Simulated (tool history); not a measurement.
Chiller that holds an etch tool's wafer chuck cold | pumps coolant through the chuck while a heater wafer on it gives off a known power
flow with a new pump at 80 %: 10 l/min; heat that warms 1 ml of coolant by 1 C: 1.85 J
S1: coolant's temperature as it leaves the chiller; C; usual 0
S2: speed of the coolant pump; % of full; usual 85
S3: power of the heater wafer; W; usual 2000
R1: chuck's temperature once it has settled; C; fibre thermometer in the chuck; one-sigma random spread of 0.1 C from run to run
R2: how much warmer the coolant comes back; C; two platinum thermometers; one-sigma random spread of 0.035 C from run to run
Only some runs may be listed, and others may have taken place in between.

{"run": 1, "hour": 0.0, "S1": 0, "S2": 85, "S3": 2000, "R1": 14.0, "R2": 6.16}
{"run": 2, "hour": 85.5, "S1": 0, "S2": 85, "S3": 2000, "R1": 13.8, "R2": 6.14}
{"run": 3, "hour": 153.3, "S1": 0, "S2": 85, "S3": 2788, "R1": 19.3, "R2": 8.59}
{"run": 4, "hour": 296.0, "S1": 0, "S2": 85, "S3": 2788, "R1": 19.3, "R2": 8.47}
{"run": 5, "hour": 388.5, "S1": -6, "S2": 85, "S3": 2000, "R1": 8.0, "R2": 6.06}
{"run": 6, "hour": 502.7, "S1": -6, "S2": 85, "S3": 2000, "R1": 7.8, "R2": 6.02}
{"run": 7, "hour": 632.2, "S1": 0, "S2": 85, "S3": 2000, "R1": 13.8, "R2": 6.07}
{"run": 8, "hour": 789.8, "S1": 0, "S2": 85, "S3": 2346, "R1": 16.0, "R2": 7.13}
{"run": 9, "hour": 857.8, "S1": 0, "S2": 85, "S3": 2346, "R1": 16.2, "R2": 7.03}
{"run": 10, "hour": 956.4, "S1": 0, "S2": 85, "S3": 2346, "R1": 16.3, "R2": 7.11}
{"run": 11, "hour": 1030.2, "S1": 5, "S2": 85, "S3": 2000, "R1": 18.7, "R2": 6.02}
{"hour": 1115.4, "done": "chiller's thermometer calibrated"}
{"run": 12, "hour": 1189.5, "S1": 5, "S2": 85, "S3": 2000, "R1": 19.0, "R2": 6.02}
{"run": 13, "hour": 1325.7, "S1": 5, "S2": 85, "S3": 2000, "R1": 18.8, "R2": 6.0}
{"run": 14, "hour": 1392.9, "S1": 5, "S2": 85, "S3": 2000, "R1": 18.8, "R2": 5.97}
{"run": 15, "hour": 1476.6, "S1": 5, "S2": 85, "S3": 2000, "R1": 18.8, "R2": 5.99}
{"run": 16, "hour": 1553.7, "S1": 5, "S2": 85, "S3": 2000, "R1": 18.8, "R2": 5.92}
{"run": 17, "hour": 1709.0, "S1": 5, "S2": 73, "S3": 2000, "R1": 20.8, "R2": 6.89}
{"run": 18, "hour": 1806.8, "S1": -9, "S2": 84, "S3": 2000, "R1": 5.0, "R2": 6.04}
{"run": 19, "hour": 1884.7, "S1": 1, "S2": 68, "S3": 1665, "R1": 15.0, "R2": 6.18}
{"run": 20, "hour": 1971.0, "S1": 1, "S2": 64, "S3": 1665, "R1": 15.5, "R2": 6.49}
{"run": 21, "hour": 2050.1, "S1": 1, "S2": 64, "S3": 1665, "R1": 15.6, "R2": 6.51}
{"run": 22, "hour": 2207.0, "S1": -4, "S2": 68, "S3": 2111, "R1": 13.7, "R2": 7.84}
{"run": 23, "hour": 2288.1, "S1": -4, "S2": 68, "S3": 2111, "R1": 13.6, "R2": 7.8}
{"run": 24, "hour": 2405.4, "S1": -4, "S2": 68, "S3": 2111, "R1": 13.6, "R2": 7.72}
{"run": 25, "hour": 2561.1, "S1": 5, "S2": 99, "S3": 2000, "R1": 17.0, "R2": 5.05}
{"run": 26, "hour": 2710.3, "S1": 5, "S2": 99, "S3": 2000, "R1": 17.1, "R2": 5.08}
{"run": 27, "hour": 2828.7, "S1": -4, "S2": 75, "S3": 1628, "R1": 8.6, "R2": 5.34}
{"run": 28, "hour": 2950.0, "S1": -4, "S2": 75, "S3": 1628, "R1": 8.4, "R2": 5.29}
{"run": 29, "hour": 3103.5, "S1": 7, "S2": 81, "S3": 2306, "R1": 23.5, "R2": 7.13}
{"run": 30, "hour": 3250.6, "S1": -9, "S2": 80, "S3": 1293, "R1": 0.3, "R2": 3.94}
{"run": 31, "hour": 3403.7, "S1": -9, "S2": 80, "S3": 1293, "R1": 0.5, "R2": 3.89}

Branching from run 31: 3 alternative next runs. What would each branch give?
{"run": "A", "hour": 3529.6, "S1": 2, "S2": 68, "S3": 1278, "R1": "?", "R2": "?"}
{"run": "B", "hour": 3529.6, "S1": -3, "S2": 80, "S3": 1468, "R1": "?", "R2": "?"}
{"run": "C", "hour": 3529.6, "S1": -9, "S2": 67, "S3": 1293, "R1": "?", "R2": "?"}

run=A R1=12.6 R2=4.50
run=B R1=7.7 R2=4.39
run=C R1=2.0 R2=4.64
Without the tool's hidden state the same runs would have given:
run=A R1=12.6 R2=4.84
run=B R1=7.7 R2=4.73
run=C R1=2.0 R2=4.98

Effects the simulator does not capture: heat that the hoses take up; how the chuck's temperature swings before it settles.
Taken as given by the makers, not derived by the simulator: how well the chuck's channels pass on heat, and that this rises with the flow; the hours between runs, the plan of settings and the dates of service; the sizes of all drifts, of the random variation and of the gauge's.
